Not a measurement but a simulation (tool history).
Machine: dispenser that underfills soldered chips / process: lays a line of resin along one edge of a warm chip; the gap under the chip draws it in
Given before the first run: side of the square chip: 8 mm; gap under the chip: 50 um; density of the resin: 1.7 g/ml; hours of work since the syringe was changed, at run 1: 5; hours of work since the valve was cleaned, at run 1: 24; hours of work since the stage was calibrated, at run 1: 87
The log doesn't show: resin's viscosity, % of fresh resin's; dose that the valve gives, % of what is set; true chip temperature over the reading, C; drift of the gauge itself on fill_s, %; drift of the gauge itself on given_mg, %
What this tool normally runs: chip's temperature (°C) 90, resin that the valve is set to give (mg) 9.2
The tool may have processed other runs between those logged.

run	hour	chip's temperature (°C)	resin that the valve is set to give (mg)	hours of work since the syringe was changed	hours of work since the valve was cleaned	hours of work since the stage was calibrated	time until the resin shows at the far edge (s)	resin that the valve gave (mg)
1	0	90	9.2	5	24	87	123.1	9.06
2	5.9	90	9.05	8	28	91	162.7	8.93
# hour 10.4: new syringe of resin
3	12.1	90	9.05	1	31	94	93.4	9.02
4	18.2	90	9.05	5	35	98	123.8	8.9
5	20.9	90	9.05	6	37	100	141.6	8.94
6	26.9	90	9.05	10	40	103	194	8.72
# hour 28.8: new syringe of resin
7	33.9	77	9.87	3	44	107	180.5	9.6
8	36.8	77	9.87	5	46	109	204.5	9.55
9	40.8	77	9.87	7	49	112	249.2	9.65
10	44.5	77	9.87	10	51	114	304.5	9.57
# hour 47.3: new syringe of resin
11	51.4	91	11.87	3	55	118	98.3	11.4
12	57.3	91	11.87	6	59	122	132.6	11.49

Consider 5 possible next runs. They are alternatives, not a sequence: every one starts from the tool as it was left by run 12. What does each give?
A	61.4	88	10.66	9	61	124	?	?
B	61.4	82	11.44	9	61	124	?	?
C	61.4	91	11.54	9	61	124	?	?
D	61.4	88	11.74	9	61	124	?	?
E	61.4	83	10.05	9	61	124	?	?

run	time until the resin shows at the far edge (s)	resin that the valve gave (mg)
A	181.7	10.19
B	228.2	11.05
C	162.5	11.17
D	181.8	11.38
E	222.4	9.73
The same runs, with their run-to-run variation unchanged, on a tool lacking any hidden condition would have given:
run	time until the resin shows at the far edge (s)	resin that the valve gave (mg)
A	88.7	10.57
B	110.9	11.47
C	79.4	11.59
D	88.2	11.8
E	108.2	10.1
